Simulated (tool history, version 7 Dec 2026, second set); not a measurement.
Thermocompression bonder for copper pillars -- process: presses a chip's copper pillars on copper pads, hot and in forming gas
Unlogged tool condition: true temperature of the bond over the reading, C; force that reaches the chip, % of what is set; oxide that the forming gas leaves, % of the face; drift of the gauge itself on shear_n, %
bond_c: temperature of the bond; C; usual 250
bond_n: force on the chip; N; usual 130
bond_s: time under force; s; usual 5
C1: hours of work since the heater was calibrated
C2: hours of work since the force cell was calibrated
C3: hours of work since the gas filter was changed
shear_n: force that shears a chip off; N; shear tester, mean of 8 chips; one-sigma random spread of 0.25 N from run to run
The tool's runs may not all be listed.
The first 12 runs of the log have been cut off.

{"run": 13, "hour": 282.7, "bond_c": 279, "bond_n": 130, "bond_s": 5, "C1": 669, "C2": 647, "C3": 172, "shear_n": 56.1}
{"run": 14, "hour": 312.5, "bond_c": 250, "bond_n": 130, "bond_s": 5, "C1": 684, "C2": 663, "C3": 188, "shear_n": 40.2}
{"run": 15, "hour": 331.9, "bond_c": 250, "bond_n": 130, "bond_s": 5, "C1": 694, "C2": 673, "C3": 198, "shear_n": 40.7}
{"run": 16, "hour": 355.2, "bond_c": 250, "bond_n": 130, "bond_s": 5, "C1": 706, "C2": 685, "C3": 210, "shear_n": 40.7}
{"run": 17, "hour": 378.6, "bond_c": 250, "bond_n": 130, "bond_s": 5, "C1": 718, "C2": 697, "C3": 222, "shear_n": 40.6}
{"hour": 396.5, "done": "forming gas filter changed"}
{"run": 18, "hour": 408.2, "bond_c": 235, "bond_n": 78, "bond_s": 3, "C1": 734, "C2": 712, "C3": 6, "shear_n": 16.4}
{"run": 19, "hour": 435.0, "bond_c": 235, "bond_n": 78, "bond_s": 3, "C1": 747, "C2": 726, "C3": 20, "shear_n": 15.9}
{"run": 20, "hour": 459.0, "bond_c": 253, "bond_n": 79, "bond_s": 5, "C1": 760, "C2": 739, "C3": 32, "shear_n": 27.3}
{"run": 21, "hour": 478.1, "bond_c": 250, "bond_n": 147, "bond_s": 3, "C1": 770, "C2": 748, "C3": 42, "shear_n": 38.1}
{"run": 22, "hour": 498.2, "bond_c": 276, "bond_n": 106, "bond_s": 3, "C1": 780, "C2": 759, "C3": 53, "shear_n": 39.4}
{"run": 23, "hour": 524.2, "bond_c": 276, "bond_n": 142, "bond_s": 3, "C1": 794, "C2": 772, "C3": 66, "shear_n": 50.6}
{"run": 24, "hour": 550.0, "bond_c": 276, "bond_n": 142, "bond_s": 3, "C1": 807, "C2": 786, "C3": 80, "shear_n": 50.6}
{"run": 25, "hour": 567.8, "bond_c": 276, "bond_n": 153, "bond_s": 3, "C1": 816, "C2": 795, "C3": 89, "shear_n": 53.4}
{"run": 26, "hour": 597.5, "bond_c": 271, "bond_n": 107, "bond_s": 6, "C1": 832, "C2": 810, "C3": 104, "shear_n": 47.7}
{"run": 27, "hour": 626.5, "bond_c": 250, "bond_n": 113, "bond_s": 6, "C1": 847, "C2": 826, "C3": 120, "shear_n": 39.2}
{"run": 28, "hour": 656.3, "bond_c": 225, "bond_n": 113, "bond_s": 7, "C1": 862, "C2": 841, "C3": 135, "shear_n": 28.3}
{"run": 29, "hour": 679.2, "bond_c": 225, "bond_n": 113, "bond_s": 7, "C1": 874, "C2": 853, "C3": 147, "shear_n": 28.4}
{"run": 30, "hour": 706.4, "bond_c": 276, "bond_n": 80, "bond_s": 5, "C1": 889, "C2": 867, "C3": 161, "shear_n": 37.5}
{"run": 31, "hour": 722.6, "bond_c": 237, "bond_n": 138, "bond_s": 15, "C1": 897, "C2": 876, "C3": 169, "shear_n": 52.7}
{"run": 32, "hour": 749.0, "bond_c": 237, "bond_n": 138, "bond_s": 15, "C1": 911, "C2": 889, "C3": 183, "shear_n": 52.4}
{"run": 33, "hour": 777.4, "bond_c": 256, "bond_n": 117, "bond_s": 3, "C1": 925, "C2": 904, "C3": 198, "shear_n": 33.1}
{"run": 34, "hour": 796.8, "bond_c": 234, "bond_n": 192, "bond_s": 5, "C1": 936, "C2": 914, "C3": 208, "shear_n": 45.3}

4 options for the next run, each taken on its own from the tool as it stands now. Forecast them:
{"run": "A", "hour": 824.4, "bond_c": 273, "bond_n": 130, "bond_s": 5, "C1": 950, "C2": 928, "C3": 222, "shear_n": "?"}
{"run": "B", "hour": 824.4, "bond_c": 277, "bond_n": 96, "bond_s": 5, "C1": 950, "C2": 928, "C3": 222, "shear_n": "?"}
{"run": "C", "hour": 824.4, "bond_c": 234, "bond_n": 120, "bond_s": 5, "C1": 950, "C2": 928, "C3": 222, "shear_n": "?"}
{"run": "D", "hour": 824.4, "bond_c": 226, "bond_n": 153, "bond_s": 12, "C1": 950, "C2": 928, "C3": 222, "shear_n": "?"}

run=A shear_n=52.9
run=B shear_n=44
run=C shear_n=29.6
run=D shear_n=46.1
What these runs would have given with no unlogged condition in the tool:
run=A shear_n=54
run=B shear_n=44.9
run=C shear_n=29.9
run=D shear_n=46.6
